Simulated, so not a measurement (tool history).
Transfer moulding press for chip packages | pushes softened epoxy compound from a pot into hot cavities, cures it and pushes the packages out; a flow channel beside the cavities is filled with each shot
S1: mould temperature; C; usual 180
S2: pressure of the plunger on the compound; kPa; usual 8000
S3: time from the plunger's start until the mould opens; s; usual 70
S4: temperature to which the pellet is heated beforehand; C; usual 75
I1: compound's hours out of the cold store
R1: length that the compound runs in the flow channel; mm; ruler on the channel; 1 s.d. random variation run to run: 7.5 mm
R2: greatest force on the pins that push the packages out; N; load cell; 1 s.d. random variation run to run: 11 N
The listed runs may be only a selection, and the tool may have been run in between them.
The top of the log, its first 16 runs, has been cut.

run 17 hour=203.2 | S1=178 S2=6400 S3=62 S4=71 | I1=36.7 | R1=680 R2=1159
run 18 hour=216 | S1=178 S2=6400 S3=62 S4=71 | I1=43.5 | R1=675 R2=1225
run 19 hour=225.8 | S1=178 S2=6400 S3=62 S4=71 | I1=33.1 | R1=708 R2=1258
-- hour=229.7 cavities cleaned with cleaning compound and waxed
run 20 hour=241.7 | S1=180 S2=7450 S3=70 S4=75 | I1=22.1 | R1=773 R2=632
-- hour=249.5 plunger's sealing rings changed
run 21 hour=253.3 | S1=182 S2=7450 S3=60 S4=83 | I1=41.9 | R1=785 R2=782
run 22 hour=270.4 | S1=180 S2=9750 S3=69 S4=83 | I1=40.3 | R1=905 R2=804
run 23 hour=278.1 | S1=180 S2=9750 S3=69 S4=83 | I1=20.3 | R1=979 R2=860
run 24 hour=292.4 | S1=180 S2=8000 S3=70 S4=77 | I1=9.3 | R1=934 R2=929
-- hour=297.5 cavities cleaned with cleaning compound and waxed
run 25 hour=309 | S1=178 S2=8000 S3=70 S4=69 | I1=33.5 | R1=838 R2=690
run 26 hour=317 | S1=178 S2=8000 S3=70 S4=69 | I1=29.5 | R1=838 R2=751
run 27 hour=332.3 | S1=178 S2=8880 S3=70 S4=69 | I1=27 | R1=893 R2=865
run 28 hour=346.6 | S1=178 S2=8880 S3=70 S4=69 | I1=45.2 | R1=832 R2=926
-- hour=362.8 cavities cleaned with cleaning compound and waxed
run 29 hour=363.7 | S1=179 S2=8000 S3=70 S4=73 | I1=25.2 | R1=865 R2=527
run 30 hour=376.8 | S1=179 S2=8000 S3=70 S4=73 | I1=11.4 | R1=906 R2=682

Alternative continuations, all from the tool just after run 30; predict every row:
run A hour=386.8 | S1=180 S2=9770 S3=70 S4=75 | I1=26.8 | R1=? R2=?
run B hour=386.8 | S1=179 S2=8000 S3=103 S4=74 | I1=31.4 | R1=? R2=?
run C hour=386.8 | S1=180 S2=7260 S3=70 S4=75 | I1=43.3 | R1=? R2=?

run=A R1=916 R2=695
run=B R1=836 R2=596
run=C R1=727 R2=719
With no hidden state in the tool, these same runs would have given:
run=A R1=950 R2=480
run=B R1=867 R2=405
run=C R1=754 R2=498
